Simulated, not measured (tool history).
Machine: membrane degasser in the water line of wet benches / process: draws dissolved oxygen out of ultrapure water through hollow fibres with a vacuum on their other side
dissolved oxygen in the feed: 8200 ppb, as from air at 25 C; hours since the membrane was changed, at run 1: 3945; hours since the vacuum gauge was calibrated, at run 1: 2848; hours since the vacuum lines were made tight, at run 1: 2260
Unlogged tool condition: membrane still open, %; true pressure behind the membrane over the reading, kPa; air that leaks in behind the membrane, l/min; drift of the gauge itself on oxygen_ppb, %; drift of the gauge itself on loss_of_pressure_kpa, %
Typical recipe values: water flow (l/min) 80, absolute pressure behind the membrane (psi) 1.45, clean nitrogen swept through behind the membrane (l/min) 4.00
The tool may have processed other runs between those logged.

| run | hour | water flow (l/min) | absolute pressure behind the membrane (psi) | clean nitrogen swept through behind the membrane (l/min) | hours since the membrane was changed | hours since the vacuum gauge was calibrated | hours since the vacuum lines were made tight | dissolved oxygen in the water behind the degasser (ppb) | pressure that the water loses in the fibres (psi) |
|---|---|---|---|---|---|---|---|---|---|
| 1 | 0.0 | 80 | 1.45 | 4.00 | 3945 | 2848 | 2260 | 456.2 | 7.775 |
| 2 | 133.9 | 108 | 1.45 | 4.00 | 4079 | 2982 | 2394 | 730.8 | 10.437 |
| 3 | 224.8 | 108 | 1.45 | 4.00 | 4170 | 3073 | 2485 | 757.9 | 10.511 |
| 4 | 399.2 | 80 | 1.45 | 4.00 | 4345 | 3248 | 2659 | 444.0 | 7.741 |
| 5 | 510.5 | 114 | 1.45 | 4.00 | 4456 | 3359 | 2770 | 817.0 | 11.104 |
| 6 | 661.5 | 80 | 1.45 | 7.62 | 4607 | 3510 | 2921 | 329.9 | 7.732 |
| 7 | 820.8 | 80 | 1.45 | 7.62 | 4766 | 3669 | 3081 | 333.8 | 7.733 |
| 8 | 978.5 | 80 | 1.45 | 7.62 | 4924 | 3827 | 3238 | 333.6 | 7.786 |
| 9 | 1144.3 | 80 | 2.42 | 4.00 | 5090 | 3993 | 3404 | 703.9 | 7.796 |
| 10 | 1257.8 | 80 | 2.42 | 4.00 | 5203 | 4106 | 3518 | 715.7 | 7.841 |
|  | 1366.1 | vacuum gauge calibrated |
| 11 | 1435.4 | 80 | 2.42 | 4.00 | 5380 | 69 | 3695 | 715.6 | 7.771 |
| 12 | 1571.6 | 80 | 2.42 | 4.00 | 5516 | 206 | 3831 | 709.1 | 7.873 |
| 13 | 1704.2 | 80 | 2.42 | 4.00 | 5649 | 338 | 3963 | 709.2 | 7.797 |
| 14 | 1788.8 | 80 | 2.42 | 4.00 | 5734 | 423 | 4048 | 711.3 | 7.831 |
| 15 | 1893.8 | 80 | 2.42 | 4.00 | 5839 | 528 | 4153 | 712.0 | 7.835 |
| 16 | 2035.0 | 52 | 1.45 | 4.00 | 5980 | 669 | 4294 | 234.6 | 5.098 |
| 17 | 2119.1 | 54 | 1.45 | 4.00 | 6064 | 753 | 4378 | 241.2 | 5.259 |
| 18 | 2262.3 | 50 | 2.39 | 4.00 | 6207 | 896 | 4522 | 393.7 | 4.941 |
| 19 | 2396.6 | 62 | 2.89 | 2.18 | 6341 | 1031 | 4656 | 957.8 | 6.067 |
| 20 | 2545.9 | 62 | 2.89 | 2.18 | 6491 | 1180 | 4805 | 964.1 | 6.080 |
| 21 | 2726.4 | 62 | 2.89 | 2.18 | 6671 | 1360 | 4986 | 969.3 | 6.119 |
| 22 | 2801.8 | 98 | 1.35 | 2.44 | 6747 | 1436 | 5061 | 749.1 | 9.603 |
| 23 | 2930.4 | 80 | 1.28 | 4.00 | 6875 | 1564 | 5190 | 403.4 | 7.887 |
| 24 | 3007.3 | 88 | 0.88 | 3.30 | 6952 | 1641 | 5267 | 377.9 | 8.662 |
| 25 | 3167.5 | 88 | 0.88 | 3.30 | 7112 | 1801 | 5427 | 377.7 | 8.656 |
| 26 | 3280.0 | 88 | 3.19 | 6.15 | 7225 | 1914 | 5539 | 773.8 | 8.750 |
| 27 | 3428.1 | 88 | 3.19 | 6.15 | 7373 | 2062 | 5687 | 783.9 | 8.686 |
| 28 | 3566.2 | 55 | 3.19 | 6.15 | 7511 | 2200 | 5826 | 422.7 | 5.394 |
| 29 | 3692.0 | 55 | 3.19 | 6.15 | 7637 | 2326 | 5951 | 419.6 | 5.461 |
| 30 | 3841.3 | 80 | 1.28 | 11.45 | 7786 | 2475 | 6101 | 263.4 | 7.907 |
| 31 | 3969.8 | 54 | 1.45 | 2.78 | 7915 | 2604 | 6229 | 315.6 | 5.308 |
| 32 | 4072.7 | 116 | 2.44 | 6.77 | 8018 | 2707 | 6332 | 938.1 | 11.433 |
| 33 | 4214.2 | 53 | 1.45 | 3.29 | 8159 | 2848 | 6473 | 274.0 | 5.256 |

Some steps in pressure that the water loses in the fibres (psi), run to run, broken into two amounts with sign: the step expected even without the hidden condition (settings, incoming material, random variation), and the rest, left for the hidden condition together with whatever gauge scatter is not in both the measured and the hidden-condition-free result:
Run 21 -> 22: water flow (l/min) 62 -> 98, absolute pressure behind the membrane (psi) 2.89 -> 1.35, clean nitrogen swept through behind the membrane (l/min) 2.18 -> 2.44. pressure that the water loses in the fibres (psi) +3.484: hidden state +0.054, all else +3.430.
Run 27 -> 28: water flow (l/min) 88 -> 55. pressure that the water loses in the fibres (psi) -3.292: hidden state -0.055, all else -3.237.
Run 31 -> 32: water flow (l/min) 54 -> 116, absolute pressure behind the membrane (psi) 1.45 -> 2.44, clean nitrogen swept through behind the membrane (l/min) 2.78 -> 6.77. pressure that the water loses in the fibres (psi) +6.125: hidden state +0.132, all else +5.993.
Run 32 -> 33: water flow (l/min) 116 -> 53, absolute pressure behind the membrane (psi) 2.44 -> 1.45, clean nitrogen swept through behind the membrane (l/min) 6.77 -> 3.29. pressure that the water loses in the fibres (psi) -6.177: hidden state -0.126, all else -6.051.
